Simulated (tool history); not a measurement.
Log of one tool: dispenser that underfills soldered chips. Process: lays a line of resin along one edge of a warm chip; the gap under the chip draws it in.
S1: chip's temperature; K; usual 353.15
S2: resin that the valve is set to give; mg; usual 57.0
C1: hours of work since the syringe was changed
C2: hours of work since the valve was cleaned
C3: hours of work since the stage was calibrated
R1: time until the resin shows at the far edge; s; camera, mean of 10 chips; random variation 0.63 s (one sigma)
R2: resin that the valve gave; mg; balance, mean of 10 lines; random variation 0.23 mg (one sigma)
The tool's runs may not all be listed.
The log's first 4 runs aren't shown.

run,hour,S1,S2,C1,C2,C3,R1,R2
# hour 33.5: new syringe of resin
5,35.3,353.15,57.0,1,83,63,61.2,52.97
# hour 42.6: new syringe of resin
# hour 46.0: dispensing valve cleaned and set on the balance
6,47.4,353.15,57.0,3,1,71,65.3,56.63
# hour 52.2: new syringe of resin
7,57.8,364.15,57.0,4,8,78,41.5,56.38
# hour 61.2: new syringe of resin
8,67.3,364.15,57.0,4,14,84,43.6,55.84
# hour 70.6: new syringe of resin
9,76.8,354.15,57.0,4,21,90,68.6,56.16
# hour 79.5: new syringe of resin
10,82.4,354.15,57.0,2,25,94,57.7,55.85
# hour 88.2: new syringe of resin
11,91.1,354.15,57.0,2,30,100,57.3,55.30
# hour 97.3: new syringe of resin
12,97.4,354.15,57.0,0,35,104,50.0,55.43
13,105.4,354.15,57.0,6,40,110,74.8,54.95
# hour 106.7: new syringe of resin
# hour 115.5: new syringe of resin
14,117.0,354.15,57.0,1,48,117,55.6,54.71
# hour 124.5: new syringe of resin
15,125.8,354.15,57.0,1,54,123,52.7,54.42
# hour 133.2: new syringe of resin
16,134.6,354.15,66.2,1,60,129,53.7,62.51
# hour 142.2: new syringe of resin
17,145.3,354.15,66.2,2,67,136,57.2,62.15
# hour 151.1: new syringe of resin
18,157.0,354.15,66.2,4,75,144,65.8,61.80

Forecast run 19:
# hour 160.2: new syringe of resin
19,163.9,346.15,50.9,3,79,149,?,?

R1: 92.5 s
R2: 47.04 mg
Without the tool's hidden state the same run would have given R1 80.5 s, R2 50.49 mg.

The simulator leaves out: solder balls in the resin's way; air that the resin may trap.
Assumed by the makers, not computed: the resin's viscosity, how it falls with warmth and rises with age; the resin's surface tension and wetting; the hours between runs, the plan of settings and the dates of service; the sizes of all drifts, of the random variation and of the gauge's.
